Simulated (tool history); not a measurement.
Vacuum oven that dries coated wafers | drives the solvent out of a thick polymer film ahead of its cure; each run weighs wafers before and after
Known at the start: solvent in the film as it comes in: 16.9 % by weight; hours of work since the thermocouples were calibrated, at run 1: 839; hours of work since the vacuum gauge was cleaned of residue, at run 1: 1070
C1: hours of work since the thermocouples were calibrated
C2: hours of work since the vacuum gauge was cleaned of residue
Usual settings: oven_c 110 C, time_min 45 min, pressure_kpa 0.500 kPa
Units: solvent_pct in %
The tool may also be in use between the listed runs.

run 1 hour=0.0 | oven_c=110 time_min=45 pressure_kpa=0.500 | C1=839 C2=1070 | solvent_pct=1.39
run 2 hour=40.0 | oven_c=110 time_min=45 pressure_kpa=0.500 | C1=871 C2=1101 | solvent_pct=1.36
run 3 hour=63.0 | oven_c=110 time_min=33 pressure_kpa=0.500 | C1=889 C2=1119 | solvent_pct=2.25
run 4 hour=86.4 | oven_c=110 time_min=33 pressure_kpa=0.500 | C1=907 C2=1138 | solvent_pct=2.29
run 5 hour=110.2 | oven_c=112 time_min=45 pressure_kpa=0.500 | C1=926 C2=1157 | solvent_pct=1.15
run 6 hour=129.7 | oven_c=112 time_min=45 pressure_kpa=0.500 | C1=942 C2=1172 | solvent_pct=1.14
run 7 hour=151.8 | oven_c=112 time_min=45 pressure_kpa=0.500 | C1=959 C2=1189 | solvent_pct=1.22
run 8 hour=173.6 | oven_c=110 time_min=45 pressure_kpa=0.500 | C1=976 C2=1207 | solvent_pct=1.47
run 9 hour=212.6 | oven_c=110 time_min=45 pressure_kpa=0.500 | C1=1007 C2=1237 | solvent_pct=1.42
run 10 hour=255.5 | oven_c=110 time_min=45 pressure_kpa=0.500 | C1=1041 C2=1271 | solvent_pct=1.45
run 11 hour=284.9 | oven_c=110 time_min=45 pressure_kpa=0.500 | C1=1064 C2=1294 | solvent_pct=1.48
run 12 hour=314.4 | oven_c=110 time_min=45 pressure_kpa=0.500 | C1=1087 C2=1318 | solvent_pct=1.53
run 13 hour=336.7 | oven_c=117 time_min=67 pressure_kpa=0.940 | C1=1105 C2=1335 | solvent_pct=0.86
run 14 hour=360.5 | oven_c=109 time_min=24 pressure_kpa=1.848 | C1=1124 C2=1354 | solvent_pct=4.69
run 15 hour=399.8 | oven_c=109 time_min=24 pressure_kpa=1.848 | C1=1155 C2=1385 | solvent_pct=4.61
run 16 hour=435.3 | oven_c=110 time_min=43 pressure_kpa=0.341 | C1=1183 C2=1413 | solvent_pct=1.60
run 17 hour=466.5 | oven_c=112 time_min=38 pressure_kpa=0.511 | C1=1207 C2=1438 | solvent_pct=1.74
run 18 hour=509.7 | oven_c=108 time_min=60 pressure_kpa=0.967 | C1=1241 C2=1472 | solvent_pct=1.66
run 19 hour=551.0 | oven_c=124 time_min=80 pressure_kpa=0.967 | C1=1274 C2=1504 | solvent_pct=0.70

The next listed run, before its measurement:
-- hour=556.6 oven's thermocouples calibrated
run 20 hour=593.5 | oven_c=117 time_min=31 pressure_kpa=0.500 | C1=29 C2=1536 | solvent_pct=?

{"run 20": {"solvent_pct": 1.44}}
Without the tool's hidden state the same run would have given solvent_pct 1.17 %.
